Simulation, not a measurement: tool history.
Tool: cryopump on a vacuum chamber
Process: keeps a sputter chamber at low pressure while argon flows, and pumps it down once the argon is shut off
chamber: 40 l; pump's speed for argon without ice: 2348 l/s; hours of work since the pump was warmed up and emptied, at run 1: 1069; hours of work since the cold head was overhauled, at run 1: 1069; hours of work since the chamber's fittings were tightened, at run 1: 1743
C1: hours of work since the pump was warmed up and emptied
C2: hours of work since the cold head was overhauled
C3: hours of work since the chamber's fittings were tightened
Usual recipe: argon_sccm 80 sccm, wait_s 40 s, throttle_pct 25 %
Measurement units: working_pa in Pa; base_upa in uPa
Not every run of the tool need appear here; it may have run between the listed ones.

{"run": 1, "hour": 0.0, "argon_sccm": 80, "wait_s": 40, "throttle_pct": 25, "C1": 1069, "C2": 1069, "C3": 1743, "working_pa": 0.2477, "base_upa": 2}
{"hour": 51.3, "done": "pump warmed up, emptied and cooled again"}
{"run": 2, "hour": 90.3, "argon_sccm": 80, "wait_s": 40, "throttle_pct": 54, "C1": 29, "C2": 1133, "C3": 1806, "working_pa": 0.1088, "base_upa": 1.87}
{"run": 3, "hour": 176.4, "argon_sccm": 80, "wait_s": 40, "throttle_pct": 54, "C1": 93, "C2": 1197, "C3": 1871, "working_pa": 0.109, "base_upa": 1.85}
{"run": 4, "hour": 216.0, "argon_sccm": 80, "wait_s": 40, "throttle_pct": 54, "C1": 123, "C2": 1226, "C3": 1900, "working_pa": 0.1096, "base_upa": 1.9}
{"run": 5, "hour": 292.8, "argon_sccm": 80, "wait_s": 40, "throttle_pct": 54, "C1": 180, "C2": 1284, "C3": 1957, "working_pa": 0.1099, "base_upa": 1.86}
{"run": 6, "hour": 383.7, "argon_sccm": 80, "wait_s": 40, "throttle_pct": 31, "C1": 248, "C2": 1351, "C3": 2025, "working_pa": 0.1875, "base_upa": 1.92}
{"run": 7, "hour": 466.3, "argon_sccm": 80, "wait_s": 40, "throttle_pct": 31, "C1": 309, "C2": 1413, "C3": 2087, "working_pa": 0.1903, "base_upa": 1.94}
{"run": 8, "hour": 547.1, "argon_sccm": 80, "wait_s": 40, "throttle_pct": 31, "C1": 370, "C2": 1473, "C3": 2147, "working_pa": 0.1902, "base_upa": 2.04}
{"run": 9, "hour": 638.5, "argon_sccm": 34, "wait_s": 40, "throttle_pct": 25, "C1": 438, "C2": 1541, "C3": 2215, "working_pa": 0.1017, "base_upa": 2.02}
{"run": 10, "hour": 717.8, "argon_sccm": 34, "wait_s": 40, "throttle_pct": 25, "C1": 497, "C2": 1601, "C3": 2274, "working_pa": 0.1006, "base_upa": 2.01}
{"run": 11, "hour": 797.7, "argon_sccm": 34, "wait_s": 40, "throttle_pct": 25, "C1": 556, "C2": 1660, "C3": 2334, "working_pa": 0.1011, "base_upa": 2.07}

Here are 4 independent what-if runs from the current tool condition. What would each one return?
{"run": "A", "hour": 840.6, "argon_sccm": 115, "wait_s": 97, "throttle_pct": 33, "C1": 588, "C2": 1692, "C3": 2366, "working_pa": "?", "base_upa": "?"}
{"run": "B", "hour": 840.6, "argon_sccm": 51, "wait_s": 40, "throttle_pct": 25, "C1": 588, "C2": 1692, "C3": 2366, "working_pa": "?", "base_upa": "?"}
{"run": "C", "hour": 840.6, "argon_sccm": 68, "wait_s": 34, "throttle_pct": 19, "C1": 588, "C2": 1692, "C3": 2366, "working_pa": "?", "base_upa": "?"}
{"run": "D", "hour": 840.6, "argon_sccm": 80, "wait_s": 49, "throttle_pct": 43, "C1": 588, "C2": 1692, "C3": 2366, "working_pa": "?", "base_upa": "?"}

run=A working_pa=0.2648 base_upa=1.2
run=B working_pa=0.1527 base_upa=2.04
run=C working_pa=0.2624 base_upa=2.18
run=D working_pa=0.1422 base_upa=1.78
What these runs would have given with no unlogged condition in the tool:
run=A working_pa=0.2522 base_upa=0.7
run=B working_pa=0.1471 base_upa=1.53
run=C working_pa=0.2551 base_upa=1.69
run=D working_pa=0.1335 base_upa=1.27
